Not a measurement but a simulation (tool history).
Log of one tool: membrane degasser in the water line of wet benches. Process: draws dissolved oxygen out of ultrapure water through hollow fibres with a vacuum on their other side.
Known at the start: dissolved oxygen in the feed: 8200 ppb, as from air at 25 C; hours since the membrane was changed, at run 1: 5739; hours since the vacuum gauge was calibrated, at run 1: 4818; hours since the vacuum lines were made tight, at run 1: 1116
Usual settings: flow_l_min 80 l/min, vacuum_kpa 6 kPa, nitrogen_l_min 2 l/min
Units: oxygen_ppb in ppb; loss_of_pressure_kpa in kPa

run,day,flow_l_min,vacuum_kpa,nitrogen_l_min,hours since the membrane was changed,hours since the vacuum gauge was calibrated,hours since the vacuum lines were made tight,oxygen_ppb,loss_of_pressure_kpa
1,0,80,6,2,5739,4818,1116,314.6,68.95
2,5.996,80,6,2,5883,4961,1260,313.7,69.24
3,10.788,80,6,2,5998,5077,1375,311.6,68.99
4,16.442,80,6,2,6134,5212,1511,312.4,69.6
5,22.238,80,6,4.32,6273,5351,1650,211.4,69.35
6,30.654,107,6,2,6475,5553,1852,510.7,93.03
7,35.475,107,6,2,6590,5669,1968,504.6,92.64
8,42.058,107,6,2.29,6748,5827,2126,472.1,93.9
9,45.708,125,6,2.29,6836,5915,2213,601.7,108.24
10,54.35,125,6,2.29,7043,6122,2421,607.1,109.1
11,60.192,125,6,2.29,7184,6262,2561,612.8,109.06
# day 64.729: vacuum gauge calibrated
12,68.675,125,6,2.29,7387,95,2764,586.3,109.54
13,74.375,60,4.15,0.92,7524,232,2901,137.8,52.78
14,78.492,66,8.56,0.96,7622,330,3000,654.9,57.95
15,85.638,59,6.44,1.32,7794,502,3171,302.5,52.08
16,92.179,59,6.44,1.32,7951,659,3328,309.1,52.06
17,98.192,59,6.44,1.32,8095,803,3472,302.5,51.77
18,105.796,59,6.44,1.32,8278,986,3655,306.5,52
19,110.875,80,4.66,2,8400,1108,3777,209.4,70.83
20,119.354,80,6.45,2,8603,1311,3980,350.8,70.9
# day 120.521: seals of the vacuum lines changed
21,125.804,80,6.45,2,8756,1464,127,348.8,70.85

3 ways to go on from here, each from the tool as it stands after run 21. What would each give?
A,134.512,85,6.45,0.95,8965,1673,336,?,?
B,134.512,85,5.41,2.92,8965,1673,336,?,?
C,134.512,80,6.45,1.38,8965,1673,336,?,?

run,oxygen_ppb,loss_of_pressure_kpa
A,558.3,75.72
B,252.7,75.72
C,430.6,71.43
Without the tool's hidden state the same runs would have given:
run,oxygen_ppb,loss_of_pressure_kpa
A,520.8,70.01
B,216,70.01
C,398.3,66.02
